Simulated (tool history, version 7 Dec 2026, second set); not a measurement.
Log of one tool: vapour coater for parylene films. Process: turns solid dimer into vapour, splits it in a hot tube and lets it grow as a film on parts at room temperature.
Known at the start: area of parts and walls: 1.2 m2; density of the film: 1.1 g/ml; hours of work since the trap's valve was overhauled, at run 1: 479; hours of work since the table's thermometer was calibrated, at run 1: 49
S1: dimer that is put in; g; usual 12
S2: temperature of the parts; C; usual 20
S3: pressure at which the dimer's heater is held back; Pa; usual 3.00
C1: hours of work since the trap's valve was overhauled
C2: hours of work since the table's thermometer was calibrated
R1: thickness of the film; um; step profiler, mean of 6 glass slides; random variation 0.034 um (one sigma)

run	hour	S1	S2	S3	C1	C2	R1
1	0.0	12	20	3.00	479	49	7.54
2	17.3	12	14	3.00	487	57	8.90
3	35.6	12	14	3.00	495	65	8.86
4	48.5	12	14	3.00	501	71	9.03
5	65.7	12	20	5.08	509	79	7.06
6	80.4	12	20	3.00	515	85	7.55
7	99.2	12	20	3.00	524	94	7.57
8	116.1	12	20	3.00	531	101	7.59
9	130.6	12	20	3.73	538	108	7.40
10	147.4	12	20	3.73	545	115	7.45
11	162.2	12	20	3.73	552	122	7.38
12	180.7	12	20	3.73	560	130	7.38
13	192.2	12	20	3.73	565	135	7.35
14	206.6	12	20	3.73	572	142	7.48
15	227.7	12	20	3.73	581	151	7.40
16	244.7	12	20	3.73	589	159	7.39
17	255.2	13	15	5.21	594	164	8.99
18	268.4	13	15	5.21	600	170	8.97
19	286.8	6	20	5.45	608	178	3.52
20	299.7	17	20	10.59	614	184	9.13
21	316.9	5	25	4.31	621	191	2.58
22	327.8	12	20	3.36	626	196	7.50
23	342.4	19	20	3.36	633	203	11.99
24	362.0	19	17	3.36	642	211	13.17
25	376.0	21	15	2.33	648	218	15.90
26	396.6	21	15	2.33	657	227	15.91
27	406.6	16	14	9.74	662	231	10.55
28	426.4	19	17	10.62	670	240	11.23
# hour 438.9: trap's valve overhauled
29	452.5	19	17	10.62	6	250	11.26
30	472.4	6	24	3.08	15	259	3.38

5 ways to go on from here, each from the tool as it stands after run 30. What would each give?
A	493.7	11	20	3.00	25	269	?
B	493.7	18	20	8.71	25	269	?
C	493.7	6	16	3.08	25	269	?
D	493.7	12	27	3.32	25	269	?
E	493.7	6	20	3.00	25	269	?

run	R1
A	7.08
B	10.07
C	4.40
D	6.15
E	3.84
Without the tool's hidden state the same runs would have given:
run	R1
A	6.93
B	9.85
C	4.31
D	6.02
E	3.76

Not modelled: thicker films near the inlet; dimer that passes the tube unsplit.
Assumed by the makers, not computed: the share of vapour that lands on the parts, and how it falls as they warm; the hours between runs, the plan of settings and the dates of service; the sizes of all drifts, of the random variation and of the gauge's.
